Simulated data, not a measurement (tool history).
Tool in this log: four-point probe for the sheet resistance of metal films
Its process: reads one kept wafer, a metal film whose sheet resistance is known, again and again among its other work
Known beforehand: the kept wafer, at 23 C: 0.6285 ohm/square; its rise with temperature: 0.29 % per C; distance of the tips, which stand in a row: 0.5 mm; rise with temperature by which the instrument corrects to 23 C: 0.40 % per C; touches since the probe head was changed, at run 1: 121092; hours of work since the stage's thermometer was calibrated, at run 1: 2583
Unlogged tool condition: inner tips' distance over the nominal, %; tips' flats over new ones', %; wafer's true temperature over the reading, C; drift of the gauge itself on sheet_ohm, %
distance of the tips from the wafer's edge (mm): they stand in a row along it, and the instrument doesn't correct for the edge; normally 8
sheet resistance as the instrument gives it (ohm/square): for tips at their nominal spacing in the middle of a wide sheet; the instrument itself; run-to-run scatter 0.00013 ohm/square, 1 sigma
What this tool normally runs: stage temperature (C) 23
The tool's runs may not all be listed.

run	day	stage temperature (C)	distance of the tips from the wafer's edge (mm)	touches since the probe head was changed	hours of work since the stage's thermometer was calibrated	sheet resistance as the instrument gives it (ohm/square)
1	0	23	8	121092	2583	0.636184
2	2.304	23	8	122835	2609	0.636265
3	6.583	33	8	126067	2658	0.629704
4	11.817	33	8	130023	2718	0.629786
5	16.996	23	8	133939	2778	0.636872
6	21.388	23	8	137256	2828	0.636853
# day 21.704: stage's thermometer calibrated
7	26.867	23	8	141382	59	0.638136
8	32.092	23	38	145332	119	0.637267
9	37.321	23	38	149285	179	0.637346
10	40.262	33	8	151509	213	0.631616
11	42.704	27	7	153353	241	0.63624
# day 45.088: stage's thermometer calibrated, once more
12	45.946	27	7	155788	10	0.633532
13	51	20	21	159609	68	0.636987
14	55.333	20	21	162881	118	0.637199
15	58.283	20	6	165113	152	0.639457
16	63.779	23	72	169266	215	0.635131
17	67.371	32	18	171981	256	0.629563
18	70.521	19	5	174362	292	0.641626
19	74.129	35	7	177090	334	0.629002

What differs in the tool's unlogged condition from the final listed run ahead of each entry between runs to the first listed run following it?
Between runs 6 and 7: stage's thermometer calibrated (day 21.704)
  inner tips' distance over the nominal, %: 0.797 -> 0.819; tips' flats over new ones', %: 57 -> 58; wafer's true temperature over the reading, C: 0.95 -> 1.55
  measured value less the no-hidden-state value, sheet resistance as the instrument gives it (ohm/square): +0.007175 -> +0.008425
Between runs 11 and 12: stage's thermometer calibrated, once more (day 45.088)
  inner tips' distance over the nominal, %: 0.876 -> 0.888; tips' flats over new ones', %: 63 -> 64; wafer's true temperature over the reading, C: 1.61 -> -0.05
  measured value less the no-hidden-state value, sheet resistance as the instrument gives it (ohm/square): +0.008872 -> +0.005949
